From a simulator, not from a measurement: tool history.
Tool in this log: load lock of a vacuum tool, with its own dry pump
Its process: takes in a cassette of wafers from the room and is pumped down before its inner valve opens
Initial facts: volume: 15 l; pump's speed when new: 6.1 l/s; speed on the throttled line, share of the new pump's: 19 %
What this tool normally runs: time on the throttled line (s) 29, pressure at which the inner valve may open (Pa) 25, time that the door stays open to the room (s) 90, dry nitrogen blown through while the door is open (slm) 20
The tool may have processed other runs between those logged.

run    hour  time on the throttled line (s)  pressure at which the inner valve may open (Pa)  time that the door stays open to the room (s)  dry nitrogen blown through while the door is open (slm)  incoming humidity of the room's air, %  time from the closed door until the inner valve may open (s)  rise of the pressure with all valves shut (Pa/min)
  1       0                              29                                               25                                             90                                                       20                                    46.1                                                          44.7                                               0.526
  2   388.8                              29                                               25                                             90                                                       20                                      45                                                          45.2                                               0.554
      649.3  -- door's seal changed, seat wiped
  3   726.7                              29                                               25                                             90                                                       20                                    43.1                                                          44.7                                                0.08
  4  1046.2                              29                                               25                                             90                                                       20                                      46                                                          45.3                                               0.089
  5  1447.2                              48                                               25                                             90                                                       20                                    45.1                                                          59.7                                               0.085
  6  1802.5                              29                                               25                                             90                                                       20                                      45                                                          45.2                                               0.096
  7  1976.3                              29                                               25                                             90                                                       20                                    45.4                                                            45                                               0.092
  8    2298                              29                                               25                                             90                                                       20                                      46                                                          45.4                                               0.105
  9  2594.5                              29                                               25                                            205                                                       20                                    46.8                                                          45.5                                               0.138
 10    2943                              29                                               25                                            205                                                       20                                    45.8                                                          46.2                                               0.136
 11  3191.8                              29                                               25                                            200                                                       20                                    46.3                                                          45.6                                               0.148
 12  3532.5                              29                                               25                                            200                                                       20                                    45.1                                                          45.9                                               0.155
 13  3827.9                              29                                               25                                            200                                                       20                                    46.5                                                          45.6                                               0.161
 14  4220.4                              29                                               25                                            200                                                       20                                    45.1                                                          45.7                                               0.171
 15    4486                              40                                               32                                            200                                                       27                                    45.7                                                          53.5                                               0.161
 16    4740                              14                                               26                                             90                                                       20                                    43.9                                                          33.9                                                0.14
 17  4917.7                              14                                               26                                             90                                                       20                                      45                                                          33.7                                               0.149
 18  5097.9                              38                                               26                                            148                                                       20                                    44.2                                                          52.6                                               0.174

Forecast each of these 3 alternatives for the next run:
  A  5314.9                              14                                               26                                             66                                                        4                                    45.2                                                             ?                                                   ?
  B  5314.9                              31                                               25                                             90                                                       20                                    42.1                                                             ?                                                   ?
  C  5314.9                              17                                               22                                            148                                                       12                                    47.1                                                             ?                                                   ?

run  time from the closed door until the inner valve may open (s)  rise of the pressure with all valves shut (Pa/min)
  A                                                          34.3                                               0.181
  B                                                          47.8                                               0.158
  C                                                          37.7                                               0.195
Take away the tool's hidden state, keep each run's random variation, and the runs would have read:
run  time from the closed door until the inner valve may open (s)  rise of the pressure with all valves shut (Pa/min)
  A                                                          31.7                                               0.102
  B                                                          45.8                                               0.079
  C                                                          35.1                                               0.117
